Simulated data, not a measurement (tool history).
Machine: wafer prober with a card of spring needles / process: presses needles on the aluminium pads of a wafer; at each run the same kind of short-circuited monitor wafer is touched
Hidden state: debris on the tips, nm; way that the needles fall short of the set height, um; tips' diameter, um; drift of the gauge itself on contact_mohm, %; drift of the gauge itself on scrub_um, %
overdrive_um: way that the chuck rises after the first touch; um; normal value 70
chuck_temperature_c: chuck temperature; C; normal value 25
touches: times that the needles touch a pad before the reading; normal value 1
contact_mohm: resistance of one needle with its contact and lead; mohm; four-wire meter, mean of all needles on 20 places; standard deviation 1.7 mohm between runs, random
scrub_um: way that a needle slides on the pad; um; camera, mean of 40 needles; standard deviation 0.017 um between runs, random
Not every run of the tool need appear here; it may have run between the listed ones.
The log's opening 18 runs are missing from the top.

| run | hour | overdrive_um | chuck_temperature_c | touches | touches since the tips were cleaned | cleanings since the card got new needles | touches since the first contact's height was set | contact_mohm | scrub_um |
|---|---|---|---|---|---|---|---|---|---|
|  | 238.8 | tips cleaned on abrasive film |
| 19 | 243 | 51 | 25 | 1 | 2233 | 22 | 23286 | 198 | 10.18 |
|  | 255.6 | tips cleaned on abrasive film |
| 20 | 255.6 | 70 | 30 | 3 | 0 | 23 | 30116 | 176 | 13.94 |
| 21 | 269.1 | 70 | 86 | 2 | 7359 | 23 | 37475 | 198 | 13.95 |
|  | 272.7 | tips cleaned on abrasive film |
| 22 | 287.7 | 70 | 83 | 1 | 8171 | 24 | 47506 | 205 | 13.95 |
|  | 289.3 | tips cleaned on abrasive film |
|  | 305.8 | tips cleaned on abrasive film |
| 23 | 305.8 | 58 | 25 | 3 | 0 | 26 | 57270 | 178 | 11.53 |
|  | 322.9 | tips cleaned on abrasive film |
| 24 | 323.2 | 58 | 25 | 3 | 151 | 27 | 66633 | 177 | 11.51 |
| 25 | 331.2 | 55 | 25 | 1 | 4543 | 27 | 71025 | 204 | 10.9 |
|  | 339.6 | tips cleaned on abrasive film |
| 26 | 347.1 | 55 | 25 | 1 | 4122 | 28 | 79619 | 200 | 10.88 |
|  | 356.5 | tips cleaned on abrasive film |
| 27 | 365.3 | 55 | 25 | 1 | 4788 | 29 | 89443 | 205 | 10.88 |
|  | 373 | tips cleaned on abrasive film |
| 28 | 373.3 | 55 | 25 | 1 | 163 | 30 | 93712 | 180 | 10.84 |
| 29 | 387.9 | 55 | 25 | 1 | 8122 | 30 | 101671 | 211 | 10.88 |
|  | 390.1 | tips cleaned on abrasive film |
| 30 | 401.3 | 55 | 25 | 1 | 6128 | 31 | 108927 | 213 | 10.87 |
|  | 406.8 | tips cleaned on abrasive film |
| 31 | 417.1 | 84 | 39 | 1 | 5568 | 32 | 117427 | 189 | 16.69 |
|  | 424 | tips cleaned on abrasive film |
| 32 | 432.9 | 84 | 39 | 1 | 4874 | 33 | 126008 | 187 | 16.67 |
|  | 440.9 | tips cleaned on abrasive film |
| 33 | 450.1 | 70 | 48 | 3 | 5003 | 34 | 135302 | 184 | 13.85 |

4 options for the next run, each taken on its own from the tool as it stands now. Forecast them:
|  | 457.8 | tips cleaned on abrasive film |
| A | 457.8 | 70 | 25 | 1 | 0 | 35 | 139437 | ? | ? |
|  | 457.8 | tips cleaned on abrasive film |
| B | 457.8 | 64 | 109 | 3 | 0 | 35 | 139437 | ? | ? |
|  | 457.8 | tips cleaned on abrasive film |
| C | 457.8 | 70 | 31 | 3 | 0 | 35 | 139437 | ? | ? |
|  | 457.8 | tips cleaned on abrasive film |
| D | 457.8 | 70 | 68 | 1 | 0 | 35 | 139437 | ? | ? |

| run | contact_mohm | scrub_um |
|---|---|---|
| A | 173 | 13.82 |
| B | 193 | 12.59 |
| C | 175 | 13.78 |
| D | 183 | 13.79 |
Had the tool no hidden state, the same runs would have come out as:
| run | contact_mohm | scrub_um |
|---|---|---|
| A | 170 | 14.03 |
| B | 191 | 12.8 |
| C | 174 | 13.99 |
| D | 180 | 13.99 |
